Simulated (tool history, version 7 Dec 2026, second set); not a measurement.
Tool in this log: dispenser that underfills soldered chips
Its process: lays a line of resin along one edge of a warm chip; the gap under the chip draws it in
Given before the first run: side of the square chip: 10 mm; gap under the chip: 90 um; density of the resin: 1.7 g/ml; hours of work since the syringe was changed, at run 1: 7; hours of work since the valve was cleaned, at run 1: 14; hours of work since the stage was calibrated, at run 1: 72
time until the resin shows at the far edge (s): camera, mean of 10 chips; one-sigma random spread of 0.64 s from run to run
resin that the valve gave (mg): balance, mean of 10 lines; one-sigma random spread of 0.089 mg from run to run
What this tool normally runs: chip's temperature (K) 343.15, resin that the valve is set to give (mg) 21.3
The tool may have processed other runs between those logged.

run	hour	chip's temperature (K)	resin that the valve is set to give (mg)	hours of work since the syringe was changed	hours of work since the valve was cleaned	hours of work since the stage was calibrated	time until the resin shows at the far edge (s)	resin that the valve gave (mg)
1	0.0	343.15	21.3	7	14	72	87.3	21.01
# hour 5.5: new syringe of resin
2	5.8	343.15	23.7	0	18	75	56.4	23.35
3	9.9	343.15	23.7	3	21	78	70.3	23.28
4	15.1	343.15	23.7	7	25	82	85.6	23.23
# hour 20.6: new syringe of resin
5	24.2	343.15	25.6	3	31	88	66.0	24.81
6	31.6	341.15	21.3	8	36	94	101.9	20.70
# hour 35.9: new syringe of resin
7	36.6	336.15	21.3	1	40	97	77.7	20.64
8	45.4	336.15	21.3	7	46	103	116.1	20.58
# hour 50.8: new syringe of resin
9	51.7	336.15	21.3	1	50	107	81.0	20.35
10	58.7	343.15	21.3	6	55	112	84.4	20.24
11	64.6	343.15	21.3	10	59	117	111.3	20.20
# hour 65.6: new syringe of resin
12	72.4	351.15	21.3	5	65	122	59.8	20.06
13	76.9	351.15	21.3	8	68	125	74.8	20.08
# hour 80.7: new syringe of resin
14	83.1	343.15	21.3	2	72	129	66.0	20.06
15	87.3	343.15	22.8	5	75	132	77.4	21.13
# hour 95.8: new syringe of resin
16	95.8	343.15	21.3	0	81	138	59.0	19.77
# hour 102.1: dispensing valve cleaned and set on the balance
17	103.3	343.15	21.3	5	1	143	77.4	21.28
18	107.5	332.15	21.3	8	4	146	142.4	21.22
# hour 111.7: new syringe of resin
19	115.3	339.15	25.7	3	9	151	77.8	25.65
20	121.5	342.15	22.8	7	14	155	92.6	22.45
21	125.4	337.15	18.7	10	16	158	140.3	18.30
# hour 126.4: new syringe of resin
22	131.0	343.15	23.2	3	20	162	72.9	22.87
23	135.9	331.15	18.9	7	24	165	148.9	18.61
# hour 141.3: new syringe of resin
24	141.8	331.15	18.9	0	28	169	99.4	18.41
25	146.2	345.15	19.5	3	31	173	71.5	18.98
26	153.7	333.15	19.5	9	36	178	157.9	18.90
# hour 156.3: new syringe of resin
27	159.8	348.15	19.8	2	40	182	57.9	19.27
28	166.4	350.15	21.4	7	45	187	71.9	20.47
29	170.5	350.15	21.4	10	48	190	87.0	20.52
# hour 171.5: new syringe of resin
30	176.0	339.15	18.6	3	51	193	90.2	17.71
31	183.2	339.15	18.6	8	57	198	126.2	17.69
# hour 186.5: new syringe of resin
32	188.8	339.15	18.6	2	60	202	79.6	17.52
33	197.7	347.15	24.9	8	67	208	82.3	23.55
# hour 201.3: new syringe of resin
34	207.1	347.15	24.9	4	73	215	64.1	23.19
35	211.6	347.15	24.9	7	76	218	79.2	23.15

5 ways to go on from here, each from the tool as it stands after run 35. What would each give?
# hour 216.6: new syringe of resin
A	217.3	332.15	19.9	1	80	222	?	?
# hour 216.6: new syringe of resin
B	217.3	331.15	21.6	1	80	222	?	?
# hour 216.6: new syringe of resin
C	217.3	330.15	27.0	1	80	222	?	?
# hour 216.6: new syringe of resin
D	217.3	339.15	23.3	1	80	222	?	?
# hour 216.6: new syringe of resin
E	217.3	342.15	24.9	1	80	222	?	?

run	time until the resin shows at the far edge (s)	resin that the valve gave (mg)
A	100.7	18.44
B	103.0	20.05
C	100.9	25.15
D	73.8	21.64
E	63.8	23.04
With no hidden state in the tool, these same runs would have given:
run	time until the resin shows at the far edge (s)	resin that the valve gave (mg)
A	88.1	19.87
B	90.7	21.59
C	90.0	27.09
D	65.6	23.31
E	56.9	24.82
